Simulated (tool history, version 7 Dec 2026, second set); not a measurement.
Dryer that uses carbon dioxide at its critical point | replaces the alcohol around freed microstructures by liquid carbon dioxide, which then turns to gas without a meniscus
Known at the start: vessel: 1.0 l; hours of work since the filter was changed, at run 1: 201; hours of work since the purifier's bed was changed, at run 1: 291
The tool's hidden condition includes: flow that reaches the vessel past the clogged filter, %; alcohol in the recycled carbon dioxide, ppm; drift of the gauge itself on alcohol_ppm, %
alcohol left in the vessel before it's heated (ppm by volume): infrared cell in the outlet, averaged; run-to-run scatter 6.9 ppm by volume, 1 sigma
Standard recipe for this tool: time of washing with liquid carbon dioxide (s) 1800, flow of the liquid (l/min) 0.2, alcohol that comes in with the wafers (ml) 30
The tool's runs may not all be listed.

| run | day | time of washing with liquid carbon dioxide (s) | flow of the liquid (l/min) | alcohol that comes in with the wafers (ml) | hours of work since the filter was changed | hours of work since the purifier's bed was changed | alcohol left in the vessel before it's heated (ppm by volume) |
|---|---|---|---|---|---|---|---|
| 1 | 0 | 1800 | 0.2 | 30 | 201 | 291 | 383 |
| 2 | 0.217 | 1800 | 0.2 | 105 | 205 | 294 | 1309 |
| 3 | 0.458 | 1800 | 0.2 | 30 | 209 | 298 | 387 |
| 4 | 0.925 | 1800 | 0.27 | 30 | 217 | 306 | 101 |
| 5 | 1.462 | 1800 | 0.27 | 30 | 226 | 315 | 97 |
| 6 | 1.892 | 1800 | 0.27 | 30 | 233 | 323 | 101 |
| 7 | 2.138 | 1800 | 0.2 | 30 | 237 | 327 | 379 |
| 8 | 2.596 | 1800 | 0.2 | 30 | 245 | 335 | 375 |
| 9 | 2.979 | 1800 | 0.2 | 30 | 252 | 341 | 394 |
| 10 | 3.425 | 1800 | 0.2 | 30 | 259 | 349 | 385 |
| 11 | 3.738 | 1800 | 0.171 | 30 | 264 | 354 | 721 |
| 12 | 3.954 | 1800 | 0.171 | 30 | 268 | 358 | 733 |
| 13 | 4.471 | 1800 | 0.299 | 30 | 277 | 366 | 63 |
| 14 | 4.708 | 1800 | 0.299 | 30 | 281 | 370 | 71 |
| 15 | 5.208 | 1800 | 0.299 | 30 | 289 | 379 | 80 |
| 16 | 5.479 | 1800 | 0.299 | 30 | 294 | 384 | 58 |
| 17 | 5.971 | 1800 | 0.2 | 30 | 302 | 392 | 418 |
| 18 | 6.471 | 1800 | 0.302 | 30 | 311 | 400 | 69 |
| 19 | 6.721 | 1800 | 0.2 | 69 | 315 | 405 | 916 |
| 20 | 6.975 | 1800 | 0.23 | 30 | 319 | 409 | 235 |
| 21 | 7.217 | 1800 | 0.23 | 30 | 323 | 413 | 243 |
| 22 | 7.671 | 1800 | 0.23 | 30 | 331 | 421 | 231 |
| 23 | 7.896 | 1800 | 0.2 | 31 | 335 | 425 | 448 |
| 24 | 8.304 | 1800 | 0.2 | 31 | 342 | 431 | 440 |
| 25 | 8.775 | 2760 | 0.15 | 31 | 350 | 440 | 251 |
| 26 | 9.188 | 2760 | 0.15 | 31 | 357 | 447 | 239 |
| 27 | 9.488 | 1860 | 0.2 | 21 | 362 | 452 | 271 |
| 28 | 9.738 | 1800 | 0.263 | 30 | 366 | 456 | 134 |
| 29 | 10.15 | 1800 | 0.263 | 80 | 373 | 463 | 294 |
| 30 | 10.379 | 2400 | 0.249 | 26 | 377 | 467 | 53 |
| 31 | 10.625 | 1260 | 0.15 | 26 | 381 | 471 | 2772 |
| 32 | 10.908 | 1680 | 0.181 | 26 | 386 | 476 | 743 |
| 33 | 11.279 | 1680 | 0.191 | 23 | 392 | 482 | 536 |
| 34 | 11.554 | 1800 | 0.2 | 105 | 397 | 487 | 1438 |
| 35 | 11.858 | 1800 | 0.304 | 35 | 402 | 492 | 90 |
| 36 | 12.079 | 1320 | 0.18 | 30 | 406 | 496 | 1817 |
|  | 12.542 | inlet filter changed |
| 37 | 12.617 | 1320 | 0.18 | 30 | 1 | 504 | 1497 |
| 38 | 13.042 | 1320 | 0.18 | 30 | 9 | 511 | 1503 |
| 39 | 13.4 | 1440 | 0.241 | 117 | 15 | 517 | 1477 |
| 40 | 13.779 | 1440 | 0.29 | 117 | 21 | 524 | 626 |
| 41 | 14.158 | 2400 | 0.19 | 36 | 27 | 530 | 161 |
| 42 | 14.575 | 2400 | 0.19 | 36 | 35 | 537 | 166 |
| 43 | 14.958 | 2400 | 0.183 | 75 | 41 | 544 | 329 |
| 44 | 15.262 | 2220 | 0.284 | 46 | 46 | 549 | 44 |
| 45 | 15.758 | 2340 | 0.281 | 56 | 55 | 557 | 59 |
| 46 | 16.017 | 2340 | 0.281 | 56 | 59 | 562 | 60 |

What would each run have given without the hidden state, its run-to-run variation left as it was?
| run | alcohol left in the vessel before it's heated (ppm by volume) |
|---|---|
| 1 | 315 |
| 2 | 1119 |
| 3 | 318 |
| 4 | 65 |
| 5 | 59 |
| 6 | 64 |
| 7 | 303 |
| 8 | 296 |
| 9 | 311 |
| 10 | 302 |
| 11 | 597 |
| 12 | 606 |
| 13 | 27 |
| 14 | 34 |
| 15 | 42 |
| 16 | 21 |
| 17 | 319 |
| 18 | 30 |
| 19 | 717 |
| 20 | 161 |
| 21 | 168 |
| 22 | 155 |
| 23 | 333 |
| 24 | 324 |
| 25 | 168 |
| 26 | 154 |
| 27 | 186 |
| 28 | 77 |
| 29 | 187 |
| 30 | 13 |
| 31 | 2393 |
| 32 | 568 |
| 33 | 398 |
| 34 | 1071 |
| 35 | 38 |
| 36 | 1485 |
| 37 | 1459 |
| 38 | 1460 |
| 39 | 1424 |
| 40 | 577 |
| 41 | 120 |
| 42 | 125 |
| 43 | 281 |
| 44 | 4 |
| 45 | 19 |
| 46 | 17 |
